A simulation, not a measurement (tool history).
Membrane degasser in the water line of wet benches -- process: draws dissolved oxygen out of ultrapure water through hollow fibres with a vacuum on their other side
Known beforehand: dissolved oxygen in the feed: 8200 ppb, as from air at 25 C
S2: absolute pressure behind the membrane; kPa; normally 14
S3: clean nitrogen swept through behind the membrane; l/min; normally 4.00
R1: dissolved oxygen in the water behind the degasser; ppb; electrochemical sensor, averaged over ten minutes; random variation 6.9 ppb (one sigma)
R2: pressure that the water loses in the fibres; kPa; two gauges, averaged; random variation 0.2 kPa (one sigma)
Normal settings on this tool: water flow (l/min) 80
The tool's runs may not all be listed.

run 1 hour=0.0 | water_flow_(l/min)=80 S2=14 S3=4.00 | R1=701.4 R2=46.21
run 2 hour=118.8 | water_flow_(l/min)=80 S2=14 S3=4.00 | R1=692.7 R2=46.19
-- hour=159.5 seals of the vacuum lines changed
run 3 hour=228.3 | water_flow_(l/min)=115 S2=14 S3=4.00 | R1=1052.0 R2=66.51
run 4 hour=418.5 | water_flow_(l/min)=115 S2=14 S3=4.00 | R1=1057.2 R2=66.35
run 5 hour=560.4 | water_flow_(l/min)=115 S2=14 S3=4.00 | R1=1054.7 R2=66.56
run 6 hour=715.8 | water_flow_(l/min)=80 S2=14 S3=4.00 | R1=715.4 R2=46.16
-- hour=726.5 vacuum gauge calibrated
run 7 hour=900.0 | water_flow_(l/min)=80 S2=14 S3=2.95 | R1=837.3 R2=46.23
run 8 hour=1026.0 | water_flow_(l/min)=80 S2=14 S3=7.91 | R1=510.5 R2=46.32
run 9 hour=1260.1 | water_flow_(l/min)=80 S2=14 S3=7.91 | R1=517.9 R2=46.39
run 10 hour=1385.6 | water_flow_(l/min)=80 S2=14 S3=7.91 | R1=518.1 R2=46.36

What does the tool deliver on the next run?
run 11 hour=1541.8 | water_flow_(l/min)=80 S2=14 S3=4.55 | R1=? R2=?

{"run 11": {"R1": 664.9, "R2": 46.67}}
Minus the tool's unlogged condition, the same run would have read R1 643.1 ppb, R2 45.61 kPa.

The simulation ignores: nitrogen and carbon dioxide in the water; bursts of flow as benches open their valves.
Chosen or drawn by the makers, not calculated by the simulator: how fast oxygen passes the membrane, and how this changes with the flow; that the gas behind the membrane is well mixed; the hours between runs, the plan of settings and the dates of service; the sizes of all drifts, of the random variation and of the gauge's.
